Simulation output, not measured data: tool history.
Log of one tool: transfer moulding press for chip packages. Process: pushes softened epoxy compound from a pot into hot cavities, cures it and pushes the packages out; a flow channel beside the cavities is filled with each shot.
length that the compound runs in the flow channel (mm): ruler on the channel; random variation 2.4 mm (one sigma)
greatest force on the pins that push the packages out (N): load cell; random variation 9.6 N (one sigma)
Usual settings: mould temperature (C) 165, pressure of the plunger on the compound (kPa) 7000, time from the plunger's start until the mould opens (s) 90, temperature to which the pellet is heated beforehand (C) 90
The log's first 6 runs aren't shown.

run,hour,mould temperature (C),pressure of the plunger on the compound (kPa),time from the plunger's start until the mould opens (s),temperature to which the pellet is heated beforehand (C),hours of work since the mould's thermocouples were calibrated,shots since the plunger's rings were changed,shots since the cavities were cleaned,incoming compound's hours out of the cold store,length that the compound runs in the flow channel (mm),greatest force on the pins that push the packages out (N)
# hour 47.4: cavities cleaned with cleaning compound and waxed
7,53.2,165,7000,90,90,231,6249,73,15.3,673,518
8,61.2,165,7000,90,90,236,6349,173,35.1,625,622
# hour 69.7: plunger's sealing rings changed
9,73.4,165,7000,90,90,243,46,294,41.8,649,724
10,82.3,165,6420,90,90,249,156,404,29,649,760
11,87.6,165,6420,90,90,253,221,469,29,653,795
12,92.8,165,7000,101,90,256,287,535,40.7,649,743
13,98.4,165,7000,101,90,260,356,604,29.1,676,778
14,103.4,165,7000,101,90,264,419,667,11.9,717,793
# hour 110.6: cavities cleaned with cleaning compound and waxed
15,116.8,165,7000,101,90,272,567,78,11,720,502
16,125.9,165,7000,101,90,278,681,192,39.2,650,584
17,134.8,165,8730,110,90,284,792,303,45.3,714,652
18,147.3,171,7000,106,90,293,947,458,21.1,675,660
19,153,165,6840,95,90,297,1018,529,41.2,642,793
20,162.7,160,7000,130,90,303,1139,650,21.7,707,766
# hour 170.9: cavities cleaned with cleaning compound and waxed
21,174.6,160,7000,130,90,311,1268,46,29.2,686,431
22,182.4,165,7000,90,92,316,1365,143,46.3,633,568
23,193.4,171,7000,90,92,324,1502,280,33.9,641,613
24,201.7,165,7500,90,97,329,1606,384,31.9,684,759
25,212.7,165,7500,90,97,337,1743,521,33.1,682,816
26,223.3,165,7500,90,97,344,1875,653,13.4,728,882
# hour 231.1: cavities cleaned with cleaning compound and waxed
27,233.6,165,7000,78,90,350,1984,32,19.7,690,597
28,245.6,165,7000,78,90,359,2133,181,40.5,635,755
29,253.2,165,5750,90,90,364,2228,276,33.2,592,681
30,263.3,162,7000,90,90,371,2354,402,21.1,692,850

Forecast each of these 3 alternatives for the next run:
A,271.6,165,7600,92,90,377,2458,506,25.3,?,?
B,271.6,162,7650,77,91,377,2458,506,45.3,?,?
C,271.6,162,7000,90,90,377,2458,506,25.8,?,?

run,length that the compound runs in the flow channel (mm),greatest force on the pins that push the packages out (N)
A,702,820
B,662,1161
C,681,909
Without the tool's hidden state the same runs would have given:
run,length that the compound runs in the flow channel (mm),greatest force on the pins that push the packages out (N)
A,725,443
B,684,646
C,704,500
